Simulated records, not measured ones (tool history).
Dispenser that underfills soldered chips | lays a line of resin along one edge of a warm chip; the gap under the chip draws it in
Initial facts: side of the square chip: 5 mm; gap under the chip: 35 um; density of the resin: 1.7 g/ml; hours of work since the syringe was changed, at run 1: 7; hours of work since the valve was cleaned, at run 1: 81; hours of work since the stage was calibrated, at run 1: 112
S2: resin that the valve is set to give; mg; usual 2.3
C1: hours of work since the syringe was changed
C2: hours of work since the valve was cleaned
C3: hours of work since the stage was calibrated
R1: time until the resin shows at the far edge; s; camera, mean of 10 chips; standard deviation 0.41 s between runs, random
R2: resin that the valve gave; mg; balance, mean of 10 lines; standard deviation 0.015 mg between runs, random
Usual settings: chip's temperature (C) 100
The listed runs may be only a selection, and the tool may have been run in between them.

Run 1, hour 0: usual settings; C1 7; C2 81; C3 112. Result: R1 51.4 s, R2 2.22 mg.
At hour 2.3: new syringe of resin.
Run 2, hour 9.6: usual settings; C1 5; C2 87; C3 118. Result: R1 42.9 s, R2 2.23 mg.
At hour 14.7: new syringe of resin.
At hour 22.6: dispensing valve cleaned and set on the balance.
Run 3, hour 26.7: usual settings; C1 7; C2 3; C3 129. Result: R1 51.1 s, R2 2.29 mg.
At hour 28.6: new syringe of resin.
Run 4, hour 38.7: usual settings; C1 7; C2 11; C3 137. Result: R1 50.5 s, R2 2.27 mg.
At hour 41.3: new syringe of resin.
Run 5, hour 50.8: usual settings; C1 6; C2 19; C3 145. Result: R1 47.9 s, R2 2.3 mg.
At hour 53.3: new syringe of resin.
Run 6, hour 63.2: usual settings but chip's temperature (C) 98; C1 7; C2 27; C3 153. Result: R1 50.9 s, R2 2.28 mg.
At hour 65: new syringe of resin.
Run 7, hour 70.9: usual settings but chip's temperature (C) 98; C1 4; C2 32; C3 158. Result: R1 42.5 s, R2 2.28 mg.
At hour 78: new syringe of resin.
Run 8, hour 85.6: usual settings but chip's temperature (C) 98; C1 5; C2 41; C3 168. Result: R1 44.6 s, R2 2.26 mg.
At hour 90.2: new syringe of resin.
Run 9, hour 95.2: usual settings but chip's temperature (C) 98; C1 3; C2 47; C3 174. Result: R1 39.7 s, R2 2.26 mg.
At hour 102.3: new syringe of resin.
Run 10, hour 109.3: usual settings but chip's temperature (C) 98; C1 5; C2 57; C3 183. Result: R1 43.6 s, R2 2.25 mg.
At hour 114.5: new syringe of resin.
Run 11, hour 121.9: usual settings but chip's temperature (C) 98; C1 5; C2 65; C3 191. Result: R1 43.3 s, R2 2.23 mg.
At hour 126.6: new syringe of resin.
Run 12, hour 131.4: usual settings but chip's temperature (C) 103; C1 3; C2 71; C3 198. Result: R1 33.2 s, R2 2.21 mg.
At hour 138.5: new syringe of resin.
Run 13, hour 142.6: usual settings but chip's temperature (C) 111; C1 3; C2 78; C3 205. Result: R1 27.1 s, R2 2.24 mg.
At hour 150.8: new syringe of resin.
Run 14, hour 153: usual settings but chip's temperature (C) 99; C1 1; C2 85; C3 212. Result: R1 32.1 s, R2 2.21 mg.
At hour 163.6: new syringe of resin.
Run 15, hour 164.2: usual settings but chip's temperature (C) 108; C1 0; C2 93; C3 219. Result: R1 23.5 s, R2 2.2 mg.
At hour 169: dispensing valve cleaned and set on the balance.
At hour 177.2: new syringe of resin.
Run 16, hour 179.4: usual settings but chip's temperature (C) 108; C1 1; C2 7; C3 228. Result: R1 24.9 s, R2 2.3 mg.
Run 17, hour 187.6: usual settings but chip's temperature (C) 105, S2 2.97 mg; C1 7; C2 12; C3 234. Result: R1 42.8 s, R2 2.94 mg.
At hour 188.9: new syringe of resin.
Run 18, hour 198.1: usual settings but chip's temperature (C) 105, S2 2.97 mg; C1 6; C2 19; C3 241. Result: R1 40.6 s, R2 2.95 mg.
At hour 201: new syringe of resin.
Run 19, hour 212: usual settings but chip's temperature (C) 91, S2 2.94 mg; C1 7; C2 28; C3 250. Result: R1 64.5 s, R2 2.9 mg.
At hour 213.6: new syringe of resin.
At hour 226.5: new syringe of resin.
Run 20, hour 226.5: usual settings but chip's temperature (C) 106, S2 2.79 mg; C1 0; C2 38; C3 259. Result: R1 22.4 s, R2 2.75 mg.
Run 21, hour 237: usual settings but chip's temperature (C) 95, S2 2.96 mg; C1 7; C2 45; C3 266. Result: R1 57.3 s, R2 2.91 mg.
At hour 239.3: new syringe of resin.
At hour 251.3: new syringe of resin.
Run 22, hour 251.3: usual settings but chip's temperature (C) 105, S2 2.17 mg; C1 0; C2 54; C3 275. Result: R1 24 s, R2 2.14 mg.
At hour 263.1: new syringe of resin.
Run 23, hour 263.5: usual settings but chip's temperature (C) 105, S2 2.17 mg; C1 0; C2 62; C3 283. Result: R1 24.6 s, R2 2.12 mg.
At hour 275: new syringe of resin.
Run 24, hour 280.3: usual settings but chip's temperature (C) 91, S2 2.98 mg; C1 4; C2 73; C3 294. Result: R1 45.3 s, R2 2.88 mg.
At hour 287.3: new syringe of resin.
Run 25, hour 295.7: usual settings but chip's temperature (C) 90, S2 2.44 mg; C1 6; C2 83; C3 304. Result: R1 56.9 s, R2 2.35 mg.
At hour 299.2: new syringe of resin.
At hour 311.6: new syringe of resin.
Run 26, hour 312.3: usual settings but chip's temperature (C) 114, S2 2.88 mg; C1 0; C2 94; C3 315. Result: R1 19 s, R2 2.77 mg.
At hour 314.6: dispensing valve cleaned and set on the balance.
Run 27, hour 321.3: usual settings but chip's temperature (C) 114, S2 2.88 mg; C1 6; C2 4; C3 321. Result: R1 30.9 s, R2 2.86 mg.
At hour 325.7: new syringe of resin.
Run 28, hour 333.7: usual settings but chip's temperature (C) 114, S2 2.81 mg; C1 5; C2 13; C3 329. Result: R1 30.4 s, R2 2.79 mg.
At hour 338: new syringe of resin.
At hour 349.7: new syringe of resin.
Run 29, hour 349.9: usual settings but chip's temperature (C) 110, S2 2.13 mg; C1 0; C2 23; C3 339. Result: R1 21.6 s, R2 2.13 mg.
At hour 362.1: new syringe of resin.
Run 30, hour 362.9: usual settings but S2 2.56 mg; C1 1; C2 32; C3 348. Result: R1 28.1 s, R2 2.54 mg.
At hour 374.2: new syringe of resin.
Run 31, hour 376.1: usual settings but S2 2.56 mg; C1 1; C2 40; C3 356. Result: R1 30 s, R2 2.53 mg.
At hour 387: new syringe of resin.
Run 32, hour 389.5: usual settings but S2 2.56 mg; C1 2; C2 49; C3 365. Result: R1 31.1 s, R2 2.5 mg.

For some of the steps in R1 from one run to the next: how much would appear even if the tool had no hidden state, given the settings, what came in and random variation, and how much remains for the hidden state plus any gauge scatter that the measured result and the result without hidden state don't share?
Hidden state present: resin's viscosity, % of fresh resin's; dose that the valve gives, % of what is set; true chip temperature over the reading, C; drift of the gauge itself on fill_s, %; drift of the gauge itself on given_mg, %.
Run 19 -> 20: chip's temperature (C) 91 -> 106, S2 2.94 -> 2.79, new syringe of resin, new syringe of resin. R1 -42.1 s: hidden state -29.9, all else -12.2.
Run 20 -> 21: chip's temperature (C) 106 -> 95, S2 2.79 -> 2.96. R1 +34.9 s: hidden state +25.9, all else +9.
Run 21 -> 22: chip's temperature (C) 95 -> 105, S2 2.96 -> 2.17, new syringe of resin, new syringe of resin. R1 -33.3 s: hidden state -25.8, all else -7.5.
Run 25 -> 26: chip's temperature (C) 90 -> 114, S2 2.44 -> 2.88, new syringe of resin, new syringe of resin. R1 -37.9 s: hidden state -20.7, all else -17.2.
